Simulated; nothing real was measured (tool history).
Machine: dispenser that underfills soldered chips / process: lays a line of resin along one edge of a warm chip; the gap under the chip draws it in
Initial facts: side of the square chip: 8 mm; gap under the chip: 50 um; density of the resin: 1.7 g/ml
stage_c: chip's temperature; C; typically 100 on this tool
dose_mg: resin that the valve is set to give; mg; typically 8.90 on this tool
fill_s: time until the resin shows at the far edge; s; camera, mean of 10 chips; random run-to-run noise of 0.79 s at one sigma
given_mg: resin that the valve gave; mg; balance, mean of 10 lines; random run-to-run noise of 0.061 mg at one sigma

{"run": 1, "day": 0.0, "stage_c": 100, "dose_mg": 8.9, "fill_s": 102.2, "given_mg": 8.4}
{"run": 2, "day": 0.333, "stage_c": 100, "dose_mg": 8.9, "fill_s": 146.7, "given_mg": 8.54}
{"day": 0.496, "done": "new syringe of resin"}
{"day": 0.538, "done": "dispensing valve cleaned and set on the balance"}
{"run": 3, "day": 0.788, "stage_c": 100, "dose_mg": 8.9, "fill_s": 99.0, "given_mg": 8.9}
{"run": 4, "day": 1.029, "stage_c": 100, "dose_mg": 8.9, "fill_s": 129.7, "given_mg": 8.89}
{"day": 1.296, "done": "new syringe of resin"}
{"run": 5, "day": 1.429, "stage_c": 100, "dose_mg": 8.68, "fill_s": 87.4, "given_mg": 8.61}
{"run": 6, "day": 1.788, "stage_c": 100, "dose_mg": 8.68, "fill_s": 131.2, "given_mg": 8.67}
{"day": 2.046, "done": "new syringe of resin"}
{"run": 7, "day": 2.062, "stage_c": 94, "dose_mg": 8.9, "fill_s": 93.4, "given_mg": 8.89}

What will run 8 give?
{"run": 8, "day": 2.367, "stage_c": 96, "dose_mg": 10.08, "fill_s": "?", "given_mg": "?"}

For run 8 the tool returned fill_s 122.0 s, given_mg 9.83 mg.
If the tool had no hidden condition, the same run with the same run-to-run variation would have returned fill_s 82.7 s, given_mg 9.97 mg.

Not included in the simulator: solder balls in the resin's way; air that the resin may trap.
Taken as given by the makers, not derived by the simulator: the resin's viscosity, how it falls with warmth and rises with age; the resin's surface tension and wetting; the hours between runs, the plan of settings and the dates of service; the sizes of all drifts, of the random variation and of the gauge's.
